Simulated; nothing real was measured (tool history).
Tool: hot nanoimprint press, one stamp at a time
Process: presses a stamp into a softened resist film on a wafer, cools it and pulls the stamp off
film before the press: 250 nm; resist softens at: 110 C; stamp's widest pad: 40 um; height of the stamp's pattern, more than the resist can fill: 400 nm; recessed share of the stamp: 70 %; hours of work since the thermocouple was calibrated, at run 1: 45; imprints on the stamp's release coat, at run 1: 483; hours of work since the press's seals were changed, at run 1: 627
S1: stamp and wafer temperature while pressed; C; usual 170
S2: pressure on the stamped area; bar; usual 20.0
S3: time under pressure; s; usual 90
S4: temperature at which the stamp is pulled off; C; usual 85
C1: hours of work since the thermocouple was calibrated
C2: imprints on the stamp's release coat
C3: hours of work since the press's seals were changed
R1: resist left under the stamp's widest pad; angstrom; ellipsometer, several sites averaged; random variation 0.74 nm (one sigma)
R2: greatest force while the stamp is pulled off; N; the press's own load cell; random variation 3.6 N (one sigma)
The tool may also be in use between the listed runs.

{"run": 1, "hour": 0.0, "S1": 170, "S2": 20.0, "S3": 90, "S4": 85, "C1": 45, "C2": 483, "C3": 627, "R1": 919, "R2": 197}
{"hour": 60.4, "done": "stamp cleaned and given a new release coat"}
{"run": 2, "hour": 99.7, "S1": 170, "S2": 20.0, "S3": 90, "S4": 85, "C1": 111, "C2": 190, "C3": 693, "R1": 926, "R2": 179}
{"run": 3, "hour": 191.1, "S1": 170, "S2": 20.0, "S3": 90, "S4": 85, "C1": 175, "C2": 633, "C3": 758, "R1": 954, "R2": 201}
{"hour": 214.0, "done": "stamp cleaned and given a new release coat"}
{"run": 4, "hour": 273.4, "S1": 170, "S2": 20.0, "S3": 90, "S4": 85, "C1": 229, "C2": 288, "C3": 812, "R1": 955, "R2": 185}
{"hour": 368.0, "done": "stamp cleaned and given a new release coat"}
{"run": 5, "hour": 368.0, "S1": 165, "S2": 20.0, "S3": 90, "S4": 85, "C1": 292, "C2": 0, "C3": 874, "R1": 1360, "R2": 176}
{"run": 6, "hour": 453.8, "S1": 165, "S2": 20.0, "S3": 90, "S4": 85, "C1": 352, "C2": 415, "C3": 935, "R1": 1340, "R2": 198}
{"run": 7, "hour": 496.8, "S1": 170, "S2": 20.0, "S3": 90, "S4": 85, "C1": 383, "C2": 624, "C3": 965, "R1": 968, "R2": 211}
{"hour": 523.2, "done": "stamp cleaned and given a new release coat"}
{"run": 8, "hour": 544.8, "S1": 170, "S2": 20.0, "S3": 90, "S4": 85, "C1": 412, "C2": 105, "C3": 995, "R1": 993, "R2": 176}
{"hour": 570.6, "done": "plate thermocouple calibrated"}
{"run": 9, "hour": 603.0, "S1": 170, "S2": 20.0, "S3": 90, "S4": 85, "C1": 23, "C2": 373, "C3": 1034, "R1": 953, "R2": 186}
{"hour": 679.3, "done": "stamp cleaned and given a new release coat"}
{"run": 10, "hour": 695.9, "S1": 170, "S2": 20.0, "S3": 90, "S4": 85, "C1": 84, "C2": 81, "C3": 1095, "R1": 950, "R2": 176}
{"run": 11, "hour": 760.9, "S1": 170, "S2": 20.0, "S3": 90, "S4": 85, "C1": 130, "C2": 396, "C3": 1141, "R1": 965, "R2": 188}
{"hour": 839.3, "done": "stamp cleaned and given a new release coat"}
{"hour": 859.8, "done": "press's hydraulic seals changed and the load cell set to zero"}
{"run": 12, "hour": 861.5, "S1": 170, "S2": 13.8, "S3": 90, "S4": 85, "C1": 191, "C2": 69, "C3": 1, "R1": 1120, "R2": 174}
{"run": 13, "hour": 919.4, "S1": 170, "S2": 13.8, "S3": 90, "S4": 85, "C1": 232, "C2": 350, "C3": 42, "R1": 1133, "R2": 193}
{"hour": 1000.3, "done": "stamp cleaned and given a new release coat"}
{"run": 14, "hour": 1000.3, "S1": 170, "S2": 13.8, "S3": 90, "S4": 85, "C1": 285, "C2": 0, "C3": 95, "R1": 1130, "R2": 173}
{"run": 15, "hour": 1059.2, "S1": 170, "S2": 13.8, "S3": 90, "S4": 85, "C1": 327, "C2": 286, "C3": 137, "R1": 1123, "R2": 189}
{"run": 16, "hour": 1122.8, "S1": 169, "S2": 13.8, "S3": 112, "S4": 85, "C1": 372, "C2": 594, "C3": 182, "R1": 1132, "R2": 204}
{"hour": 1161.6, "done": "stamp cleaned and given a new release coat"}
{"run": 17, "hour": 1188.0, "S1": 173, "S2": 27.5, "S3": 128, "S4": 71, "C1": 414, "C2": 129, "C3": 223, "R1": 584, "R2": 238}
{"hour": 1213.0, "done": "plate thermocouple calibrated"}
{"run": 18, "hour": 1282.0, "S1": 170, "S2": 15.7, "S3": 90, "S4": 85, "C1": 49, "C2": 570, "C3": 288, "R1": 1052, "R2": 193}
{"hour": 1324.4, "done": "stamp cleaned and given a new release coat"}
{"run": 19, "hour": 1340.5, "S1": 177, "S2": 15.7, "S3": 90, "S4": 85, "C1": 86, "C2": 78, "C3": 325, "R1": 649, "R2": 171}
{"run": 20, "hour": 1391.5, "S1": 175, "S2": 20.0, "S3": 90, "S4": 76, "C1": 122, "C2": 325, "C3": 361, "R1": 673, "R2": 227}
{"hour": 1479.0, "done": "stamp cleaned and given a new release coat"}
{"run": 21, "hour": 1492.9, "S1": 175, "S2": 20.0, "S3": 90, "S4": 76, "C1": 189, "C2": 67, "C3": 428, "R1": 676, "R2": 209}
{"run": 22, "hour": 1568.7, "S1": 175, "S2": 17.7, "S3": 90, "S4": 76, "C1": 243, "C2": 434, "C3": 482, "R1": 725, "R2": 228}
{"run": 23, "hour": 1616.2, "S1": 175, "S2": 17.7, "S3": 90, "S4": 76, "C1": 276, "C2": 664, "C3": 515, "R1": 740, "R2": 240}
{"hour": 1637.0, "done": "stamp cleaned and given a new release coat"}
{"run": 24, "hour": 1685.9, "S1": 170, "S2": 20.0, "S3": 50, "S4": 85, "C1": 321, "C2": 237, "C3": 560, "R1": 1220, "R2": 179}
{"run": 25, "hour": 1770.3, "S1": 172, "S2": 27.1, "S3": 56, "S4": 84, "C1": 381, "C2": 646, "C3": 620, "R1": 897, "R2": 209}
{"hour": 1791.6, "done": "stamp cleaned and given a new release coat"}
{"run": 26, "hour": 1816.2, "S1": 170, "S2": 22.9, "S3": 90, "S4": 80, "C1": 409, "C2": 119, "C3": 648, "R1": 916, "R2": 202}
{"hour": 1851.7, "done": "plate thermocouple calibrated"}
{"run": 27, "hour": 1874.6, "S1": 161, "S2": 20.0, "S3": 52, "S4": 83, "C1": 16, "C2": 388, "C3": 687, "R1": 1873, "R2": 203}
{"hour": 1948.2, "done": "stamp cleaned and given a new release coat"}
{"run": 28, "hour": 1965.7, "S1": 161, "S2": 20.0, "S3": 52, "S4": 83, "C1": 76, "C2": 85, "C3": 747, "R1": 1894, "R2": 186}

5 ways to go on from here, each from the tool as it stands after run 28. What would each give?
{"run": "A", "hour": 2055.6, "S1": 174, "S2": 31.9, "S3": 52, "S4": 74, "C1": 140, "C2": 520, "C3": 811, "R1": "?", "R2": "?"}
{"run": "B", "hour": 2055.6, "S1": 161, "S2": 12.7, "S3": 52, "S4": 72, "C1": 140, "C2": 520, "C3": 811, "R1": "?", "R2": "?"}
{"run": "C", "hour": 2055.6, "S1": 170, "S2": 20.0, "S3": 90, "S4": 92, "C1": 140, "C2": 520, "C3": 811, "R1": "?", "R2": "?"}
{"run": "D", "hour": 2055.6, "S1": 180, "S2": 14.9, "S3": 82, "S4": 85, "C1": 140, "C2": 520, "C3": 811, "R1": "?", "R2": "?"}
{"run": "E", "hour": 2055.6, "S1": 161, "S2": 30.6, "S3": 52, "S4": 83, "C1": 140, "C2": 520, "C3": 811, "R1": "?", "R2": "?"}

run=A R1=720 R2=247
run=B R1=2097 R2=267
run=C R1=951 R2=168
run=D R1=585 R2=197
run=E R1=1707 R2=205
Without the tool's hidden state the same runs would have given:
run=A R1=686 R2=215
run=B R1=2075 R2=232
run=C R1=920 R2=146
run=D R1=569 R2=171
run=E R1=1657 R2=178
